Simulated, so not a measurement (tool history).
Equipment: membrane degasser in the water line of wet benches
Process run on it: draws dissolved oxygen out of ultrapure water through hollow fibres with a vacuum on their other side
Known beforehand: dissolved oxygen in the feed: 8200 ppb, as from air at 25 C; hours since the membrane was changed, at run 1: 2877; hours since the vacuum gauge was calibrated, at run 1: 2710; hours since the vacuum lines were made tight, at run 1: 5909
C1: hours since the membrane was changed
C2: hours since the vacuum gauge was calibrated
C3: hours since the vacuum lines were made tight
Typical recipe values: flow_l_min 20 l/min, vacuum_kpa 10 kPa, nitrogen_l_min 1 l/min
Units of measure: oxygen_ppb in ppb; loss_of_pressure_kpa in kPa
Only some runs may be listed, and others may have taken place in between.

run 1 hour=0 | flow_l_min=20 vacuum_kpa=10 nitrogen_l_min=1 | C1=2877 C2=2710 C3=5909 | oxygen_ppb=299.7 loss_of_pressure_kpa=65.35
-- hour=10.4 seals of the vacuum lines changed
run 2 hour=39.8 | flow_l_min=20 vacuum_kpa=10 nitrogen_l_min=1 | C1=2915 C2=2748 C3=29 | oxygen_ppb=293.4 loss_of_pressure_kpa=65.48
run 3 hour=76.6 | flow_l_min=13 vacuum_kpa=10 nitrogen_l_min=1 | C1=2951 C2=2785 C3=66 | oxygen_ppb=201.6 loss_of_pressure_kpa=42.58
run 4 hour=146.8 | flow_l_min=13 vacuum_kpa=10 nitrogen_l_min=1 | C1=3022 C2=2855 C3=136 | oxygen_ppb=200.3 loss_of_pressure_kpa=42.21
run 5 hour=194.4 | flow_l_min=20 vacuum_kpa=8.8 nitrogen_l_min=1 | C1=3069 C2=2903 C3=184 | oxygen_ppb=247.2 loss_of_pressure_kpa=65.48
run 6 hour=236.5 | flow_l_min=20 vacuum_kpa=10 nitrogen_l_min=1.9 | C1=3111 C2=2945 C3=226 | oxygen_ppb=170.3 loss_of_pressure_kpa=65.07
run 7 hour=318.7 | flow_l_min=20 vacuum_kpa=10 nitrogen_l_min=1.9 | C1=3194 C2=3027 C3=308 | oxygen_ppb=168.4 loss_of_pressure_kpa=64.67
run 8 hour=365.3 | flow_l_min=20 vacuum_kpa=10 nitrogen_l_min=1.9 | C1=3240 C2=3074 C3=355 | oxygen_ppb=168.7 loss_of_pressure_kpa=64.92
run 9 hour=445 | flow_l_min=20 vacuum_kpa=10 nitrogen_l_min=1.9 | C1=3320 C2=3153 C3=435 | oxygen_ppb=167.9 loss_of_pressure_kpa=64.59
run 10 hour=487.3 | flow_l_min=20 vacuum_kpa=10 nitrogen_l_min=1.9 | C1=3362 C2=3196 C3=477 | oxygen_ppb=169.1 loss_of_pressure_kpa=65
run 11 hour=522.7 | flow_l_min=20 vacuum_kpa=10 nitrogen_l_min=2.62 | C1=3398 C2=3231 C3=512 | oxygen_ppb=125.2 loss_of_pressure_kpa=64.76
run 12 hour=581.5 | flow_l_min=20 vacuum_kpa=10 nitrogen_l_min=2.62 | C1=3456 C2=3290 C3=571 | oxygen_ppb=125.3 loss_of_pressure_kpa=65.02
run 13 hour=651.6 | flow_l_min=20 vacuum_kpa=10 nitrogen_l_min=2.62 | C1=3526 C2=3360 C3=641 | oxygen_ppb=126.5 loss_of_pressure_kpa=64.6
run 14 hour=695.6 | flow_l_min=20 vacuum_kpa=10 nitrogen_l_min=2.62 | C1=3571 C2=3404 C3=685 | oxygen_ppb=126.3 loss_of_pressure_kpa=64.73
run 15 hour=753.2 | flow_l_min=20 vacuum_kpa=10 nitrogen_l_min=2.62 | C1=3628 C2=3462 C3=743 | oxygen_ppb=125.2 loss_of_pressure_kpa=64.53
run 16 hour=802.8 | flow_l_min=20 vacuum_kpa=10 nitrogen_l_min=2.14 | C1=3678 C2=3511 C3=792 | oxygen_ppb=149.9 loss_of_pressure_kpa=65.12
run 17 hour=871.7 | flow_l_min=19 vacuum_kpa=6.4 nitrogen_l_min=1.1 | C1=3747 C2=3580 C3=861 | oxygen_ppb=124.9 loss_of_pressure_kpa=61.35
run 18 hour=953.3 | flow_l_min=19 vacuum_kpa=6.4 nitrogen_l_min=1.1 | C1=3828 C2=3662 C3=943 | oxygen_ppb=125.9 loss_of_pressure_kpa=61.1
run 19 hour=990.2 | flow_l_min=14 vacuum_kpa=12.1 nitrogen_l_min=0.54 | C1=3865 C2=3698 C3=980 | oxygen_ppb=472.8 loss_of_pressure_kpa=45.3
run 20 hour=1067.9 | flow_l_min=20 vacuum_kpa=15.3 nitrogen_l_min=0.46 | C1=3943 C2=3776 C3=1057 | oxygen_ppb=959.3 loss_of_pressure_kpa=64.19
run 21 hour=1105.6 | flow_l_min=20 vacuum_kpa=10 nitrogen_l_min=1.42 | C1=3981 C2=3814 C3=1095 | oxygen_ppb=221.7 loss_of_pressure_kpa=64.49
run 22 hour=1153.5 | flow_l_min=29 vacuum_kpa=13 nitrogen_l_min=0.72 | C1=4028 C2=3862 C3=1143 | oxygen_ppb=755.3 loss_of_pressure_kpa=93.48
run 23 hour=1203.7 | flow_l_min=29 vacuum_kpa=13 nitrogen_l_min=0.72 | C1=4079 C2=3912 C3=1193 | oxygen_ppb=747 loss_of_pressure_kpa=93.23
run 24 hour=1255.1 | flow_l_min=29 vacuum_kpa=10 nitrogen_l_min=0.72 | C1=4130 C2=3963 C3=1245 | oxygen_ppb=547.5 loss_of_pressure_kpa=93.16
run 25 hour=1309.7 | flow_l_min=16 vacuum_kpa=6 nitrogen_l_min=0.72 | C1=4185 C2=4018 C3=1299 | oxygen_ppb=136.7 loss_of_pressure_kpa=51.41
run 26 hour=1362.5 | flow_l_min=23 vacuum_kpa=13 nitrogen_l_min=2.68 | C1=4237 C2=4071 C3=1352 | oxygen_ppb=201.4 loss_of_pressure_kpa=73.82
run 27 hour=1443.5 | flow_l_min=20 vacuum_kpa=11 nitrogen_l_min=0.55 | C1=4318 C2=4152 C3=1433 | oxygen_ppb=551.2 loss_of_pressure_kpa=63.88
run 28 hour=1490.9 | flow_l_min=20 vacuum_kpa=8.4 nitrogen_l_min=0.55 | C1=4366 C2=4199 C3=1481 | oxygen_ppb=373.1 loss_of_pressure_kpa=64.49
run 29 hour=1541.8 | flow_l_min=21 vacuum_kpa=10 nitrogen_l_min=1 | C1=4417 C2=4250 C3=1531 | oxygen_ppb=308.8 loss_of_pressure_kpa=67.58
run 30 hour=1576 | flow_l_min=25 vacuum_kpa=23.9 nitrogen_l_min=0.98 | C1=4451 C2=4284 C3=1566 | oxygen_ppb=1045.7 loss_of_pressure_kpa=79.75
run 31 hour=1654.3 | flow_l_min=25 vacuum_kpa=23.9 nitrogen_l_min=0.98 | C1=4529 C2=4363 C3=1644 | oxygen_ppb=1028.1 loss_of_pressure_kpa=80.19

Measured minus without-hidden-state, run by run (identical run-to-run variation in each term; gauge scatter may differ):
Hidden state at play: membrane still open, %; true pressure behind the membrane over the reading, kPa; air that leaks in behind the membrane, l/min; drift of the gauge itself on oxygen_ppb, %; drift of the gauge itself on loss_of_pressure_kpa, %.
run=1 loss_of_pressure_kpa=+0.04
run=2 loss_of_pressure_kpa=+0
run=3 loss_of_pressure_kpa=-0.01
run=4 loss_of_pressure_kpa=-0.06
run=5 loss_of_pressure_kpa=-0.12
run=6 loss_of_pressure_kpa=-0.16
run=7 loss_of_pressure_kpa=-0.23
run=8 loss_of_pressure_kpa=-0.27
run=9 loss_of_pressure_kpa=-0.34
run=10 loss_of_pressure_kpa=-0.38
run=11 loss_of_pressure_kpa=-0.4
run=12 loss_of_pressure_kpa=-0.45
run=13 loss_of_pressure_kpa=-0.51
run=14 loss_of_pressure_kpa=-0.55
run=15 loss_of_pressure_kpa=-0.6
run=16 loss_of_pressure_kpa=-0.64
run=17 loss_of_pressure_kpa=-0.67
run=18 loss_of_pressure_kpa=-0.72
run=19 loss_of_pressure_kpa=-0.57
run=20 loss_of_pressure_kpa=-0.86
run=21 loss_of_pressure_kpa=-0.9
run=22 loss_of_pressure_kpa=-1.37
run=23 loss_of_pressure_kpa=-1.43
run=24 loss_of_pressure_kpa=-1.49
run=25 loss_of_pressure_kpa=-0.86
run=26 loss_of_pressure_kpa=-1.29
run=27 loss_of_pressure_kpa=-1.18
run=28 loss_of_pressure_kpa=-1.24
run=29 loss_of_pressure_kpa=-1.34
run=30 loss_of_pressure_kpa=-1.62
run=31 loss_of_pressure_kpa=-1.71
oxygen_ppb: differs from the measured result by no more than 1 ppb in any run.
